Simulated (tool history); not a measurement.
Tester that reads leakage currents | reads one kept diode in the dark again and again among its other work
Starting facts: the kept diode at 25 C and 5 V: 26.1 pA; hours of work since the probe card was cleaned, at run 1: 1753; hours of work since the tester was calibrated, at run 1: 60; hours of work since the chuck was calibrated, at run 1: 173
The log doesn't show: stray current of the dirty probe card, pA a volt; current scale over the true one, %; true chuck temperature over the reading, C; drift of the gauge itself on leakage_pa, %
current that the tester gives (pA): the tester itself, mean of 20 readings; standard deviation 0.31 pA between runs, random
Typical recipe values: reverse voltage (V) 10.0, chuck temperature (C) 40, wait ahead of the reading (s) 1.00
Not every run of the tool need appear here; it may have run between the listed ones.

run,hour,reverse voltage (V),chuck temperature (C),wait ahead of the reading (s),hours of work since the probe card was cleaned,hours of work since the tester was calibrated,hours of work since the chuck was calibrated,current that the tester gives (pA)
1,0.0,10.0,40,1.00,1753,60,173,126.47
2,51.9,10.0,40,1.00,1792,99,212,126.62
3,156.5,10.0,40,1.00,1871,178,291,127.75
4,228.2,10.0,40,1.00,1925,232,345,127.83
# hour 262.4: probe card cleaned and baked
5,290.5,10.0,40,1.00,21,276,390,99.40
6,381.2,10.0,40,1.00,90,345,458,100.60
7,468.4,10.0,40,1.00,155,410,524,100.22
# hour 530.4: chuck's temperature calibrated
8,559.1,10.0,40,1.00,222,477,22,106.85
9,639.9,10.0,22,1.00,283,538,82,35.58
10,730.7,10.0,40,1.00,351,607,151,107.34
11,812.3,10.0,27,0.44,413,668,212,54.04
12,916.8,2.8,40,0.54,492,747,291,62.12
13,970.7,10.0,40,0.79,532,788,332,110.07
14,1081.4,10.0,40,0.79,616,871,415,110.36
15,1161.1,10.0,40,0.79,676,931,475,110.60
16,1235.3,3.5,40,0.79,732,987,531,67.52
# hour 1287.1: chuck's temperature calibrated
17,1325.7,3.5,40,0.79,798,1054,29,70.64
18,1392.5,10.0,31,0.90,849,1104,79,69.77
19,1462.4,11.1,27,1.27,901,1157,132,59.49
20,1543.4,10.0,50,5.98,962,1218,193,201.37

Alternative continuations, all from the tool just after run 20; predict every row:
A,1659.2,10.0,26,1.97,1050,1305,280,?
B,1659.2,1.2,27,3.38,1050,1305,280,?
C,1659.2,1.2,38,0.43,1050,1305,280,?
D,1659.2,10.4,29,0.70,1050,1305,280,?

run,current that the tester gives (pA)
A,53.64
B,18.53
C,38.85
D,67.78
Had the tool no hidden state, the same runs would have come out as:
run,current that the tester gives (pA)
A,39.08
B,17.04
C,37.69
D,52.65

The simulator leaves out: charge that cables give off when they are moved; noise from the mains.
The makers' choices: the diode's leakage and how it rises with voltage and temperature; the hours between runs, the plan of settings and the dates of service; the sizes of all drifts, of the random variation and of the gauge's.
